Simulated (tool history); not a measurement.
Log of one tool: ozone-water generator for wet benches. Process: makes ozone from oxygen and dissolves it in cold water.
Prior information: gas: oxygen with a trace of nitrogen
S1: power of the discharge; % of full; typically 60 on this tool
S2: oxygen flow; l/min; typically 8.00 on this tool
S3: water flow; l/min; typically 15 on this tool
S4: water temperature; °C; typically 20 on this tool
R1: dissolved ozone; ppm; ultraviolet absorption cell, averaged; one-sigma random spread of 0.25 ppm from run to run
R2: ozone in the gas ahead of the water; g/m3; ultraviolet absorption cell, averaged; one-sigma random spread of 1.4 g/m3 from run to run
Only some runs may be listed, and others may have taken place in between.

run    hour  S1     S2  S3  S4    R1     R2
  1     0.0  60   8.00  15  20  37.8  250.4
  2   113.1  60   8.00  15  20  37.6  250.0
  3   288.3  79   8.00  15  20  45.1  299.3
  4   386.5  60   8.00  14  20  38.8  249.1
  5   469.7  60   8.00  15  20  37.8  251.1
  6   617.8  60   8.00  15  20  37.7  250.7
  7   697.6  60   8.00  15  20  37.7  253.5
  8   831.9  60   8.00  15  20  38.3  246.8
  9   987.3  60   8.00  15  20  38.4  247.8
 10  1097.9  60   8.00  15  20  37.7  250.7
 11  1258.1  60   8.00  15  20  38.0  249.1
 12  1410.8  60   8.00  15  20  37.8  248.8
     1444.6  -- contactor cleaned
 13  1587.5  60   8.00  15  20  37.9  245.3
 14  1723.5  60   8.00  15  20  37.9  248.7
 15  1823.3  56   8.00  15  20  36.2  237.8
 16  1898.7  60   8.00  15  20  37.8  250.0
 17  1980.9  60   8.00  15  20  37.6  247.0
 18  2056.5  90   8.00  15  20  49.1  323.4
 19  2172.2  85   9.82  15  17  49.6  281.3
 20  2295.8  60  12.12  12  20  38.4  202.1
 21  2413.1  60   8.00  21  16  33.3  247.7
 22  2561.1  56   4.25   9  24  46.5  320.4
 23  2659.2  94   8.00  15  20  50.6  327.2
 24  2793.6  94   8.00  15  20  50.3  328.8
 25  2920.0  94   8.00  15  20  51.5  329.9
 26  3036.2  94   8.00  15  20  50.3  327.8
 27  3116.6  44   7.75  23  23  23.2  203.2
 28  3244.4  44   7.75  23  23  23.1  206.9
 29  3383.6  60   5.23  15  20  39.2  301.2
     3460.5  -- water thermometer calibrated
 30  3467.2  60   8.58  16  20  36.7  236.6
 31  3641.6  40   4.71  18  20  26.6  240.3
 32  3746.7  42   4.71  10  20  39.0  248.5

Each row is a separate what-if for the run after 32, all from the same tool condition, not one after another. Results?
  A  3875.0  60  8.00  22  20   ?   ?
  B  3875.0  60  8.00  15  14   ?   ?
  C  3875.0  60  8.73  18  20   ?   ?

run    R1     R2
  A  30.8  245.8
  B  42.5  244.6
  C  33.7  233.5
With no hidden state in the tool, these same runs would have given:
run    R1     R2
  A  30.8  252.9
  B  42.6  251.7
  C  33.8  240.2

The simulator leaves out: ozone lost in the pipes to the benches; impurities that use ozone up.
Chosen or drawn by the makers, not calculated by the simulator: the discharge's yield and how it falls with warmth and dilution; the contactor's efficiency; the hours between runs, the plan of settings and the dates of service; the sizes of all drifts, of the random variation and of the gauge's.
